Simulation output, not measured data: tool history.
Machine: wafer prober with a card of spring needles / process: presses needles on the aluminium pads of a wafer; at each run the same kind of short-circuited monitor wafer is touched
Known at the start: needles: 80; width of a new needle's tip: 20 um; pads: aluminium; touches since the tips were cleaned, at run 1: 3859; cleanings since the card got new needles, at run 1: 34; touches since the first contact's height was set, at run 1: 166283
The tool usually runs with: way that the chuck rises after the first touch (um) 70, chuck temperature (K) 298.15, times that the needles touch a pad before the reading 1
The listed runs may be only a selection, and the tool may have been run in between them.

| run | hour | way that the chuck rises after the first touch (um) | chuck temperature (K) | times that the needles touch a pad before the reading | touches since the tips were cleaned | cleanings since the card got new needles | touches since the first contact's height was set | resistance of one needle with its contact and lead (mohm) | way that a needle slides on the pad (um) |
|---|---|---|---|---|---|---|---|---|---|
| 1 | 0.0 | 70 | 298.15 | 1 | 3859 | 34 | 166283 | 192 | 13.33 |
|  | 2.2 | tips cleaned on abrasive film |
| 2 | 12.0 | 70 | 298.15 | 1 | 3617 | 35 | 170660 | 194 | 13.43 |
|  | 14.9 | tips cleaned on abrasive film |
| 3 | 17.8 | 70 | 298.15 | 1 | 1064 | 36 | 172775 | 194 | 13.38 |
|  | 27.8 | tips cleaned on abrasive film |
| 4 | 30.6 | 70 | 298.15 | 1 | 1030 | 37 | 177459 | 192 | 13.22 |
| 5 | 38.7 | 70 | 298.15 | 1 | 4025 | 37 | 180454 | 197 | 13.35 |
|  | 40.8 | tips cleaned on abrasive film |
| 6 | 48.2 | 70 | 298.15 | 1 | 2725 | 38 | 183899 | 197 | 13.31 |
|  | 53.5 | tips cleaned on abrasive film |
| 7 | 57.8 | 70 | 298.15 | 1 | 1596 | 39 | 187412 | 195 | 13.30 |
| 8 | 64.8 | 70 | 298.15 | 1 | 4167 | 39 | 189983 | 194 | 13.31 |
|  | 65.8 | tips cleaned on abrasive film |
| 9 | 75.5 | 70 | 318.15 | 1 | 3574 | 40 | 193903 | 195 | 13.40 |
|  | 78.3 | tips cleaned on abrasive film |
| 10 | 84.7 | 70 | 298.15 | 1 | 2347 | 41 | 197240 | 195 | 13.32 |
|  | 91.2 | tips cleaned on abrasive film |
| 11 | 92.7 | 70 | 298.15 | 1 | 556 | 42 | 200158 | 190 | 13.30 |
| 12 | 100.2 | 70 | 298.15 | 2 | 3321 | 42 | 202923 | 192 | 13.25 |
|  | 104.0 | tips cleaned on abrasive film |
| 13 | 108.9 | 71 | 298.15 | 2 | 1823 | 43 | 206105 | 191 | 13.45 |
|  | 116.3 | tips cleaned on abrasive film |
| 14 | 120.2 | 75 | 298.15 | 1 | 1419 | 44 | 210202 | 194 | 14.19 |
|  | 124.3 | height of the first contact set anew |
|  | 129.7 | tips cleaned on abrasive film |
| 15 | 131.9 | 57 | 369.15 | 2 | 815 | 45 | 2755 | 214 | 10.76 |
| 16 | 140.6 | 57 | 369.15 | 2 | 4018 | 45 | 5958 | 217 | 10.77 |
|  | 141.9 | tips cleaned on abrasive film |
| 17 | 148.9 | 79 | 371.15 | 2 | 2590 | 46 | 8991 | 205 | 14.75 |
|  | 154.3 | tips cleaned on abrasive film |
| 18 | 156.8 | 79 | 371.15 | 2 | 913 | 47 | 11868 | 208 | 14.96 |
|  | 166.7 | tips cleaned on abrasive film |
| 19 | 168.8 | 70 | 317.15 | 2 | 799 | 48 | 16265 | 199 | 13.14 |
|  | 179.2 | tips cleaned on abrasive film |
| 20 | 181.6 | 70 | 317.15 | 2 | 905 | 49 | 20954 | 200 | 13.16 |
| 21 | 187.4 | 70 | 317.15 | 2 | 3042 | 49 | 23091 | 197 | 13.21 |
|  | 191.9 | tips cleaned on abrasive film |
| 22 | 197.5 | 70 | 342.15 | 1 | 2044 | 50 | 26757 | 202 | 13.18 |
|  | 204.4 | tips cleaned on abrasive film |
| 23 | 206.8 | 63 | 342.15 | 2 | 899 | 51 | 30151 | 201 | 11.81 |
| 24 | 216.1 | 63 | 342.15 | 2 | 4332 | 51 | 33584 | 205 | 11.85 |

Branching from run 24: 5 alternative next runs. What would each branch give?
|  | 217.3 | tips cleaned on abrasive film |
| A | 225.2 | 51 | 301.15 | 2 | 2925 | 52 | 36904 | ? | ? |
|  | 217.3 | tips cleaned on abrasive film |
| B | 225.2 | 57 | 391.15 | 2 | 2925 | 52 | 36904 | ? | ? |
|  | 217.3 | tips cleaned on abrasive film |
| C | 225.2 | 70 | 298.15 | 2 | 2925 | 52 | 36904 | ? | ? |
|  | 217.3 | tips cleaned on abrasive film |
| D | 225.2 | 63 | 304.15 | 2 | 2925 | 52 | 36904 | ? | ? |
|  | 217.3 | tips cleaned on abrasive film |
| E | 225.2 | 70 | 363.15 | 1 | 2925 | 52 | 36904 | ? | ? |

| run | resistance of one needle with its contact and lead (mohm) | way that a needle slides on the pad (um) |
|---|---|---|
| A | 201 | 9.52 |
| B | 221 | 10.62 |
| C | 196 | 13.16 |
| D | 200 | 11.79 |
| E | 207 | 13.14 |
With the hidden condition removed and each run's random variation left untouched, the same runs would have given:
| run | resistance of one needle with its contact and lead (mohm) | way that a needle slides on the pad (um) |
|---|---|---|
| A | 200 | 9.70 |
| B | 221 | 10.82 |
| C | 195 | 13.41 |
| D | 200 | 12.02 |
| E | 206 | 13.39 |

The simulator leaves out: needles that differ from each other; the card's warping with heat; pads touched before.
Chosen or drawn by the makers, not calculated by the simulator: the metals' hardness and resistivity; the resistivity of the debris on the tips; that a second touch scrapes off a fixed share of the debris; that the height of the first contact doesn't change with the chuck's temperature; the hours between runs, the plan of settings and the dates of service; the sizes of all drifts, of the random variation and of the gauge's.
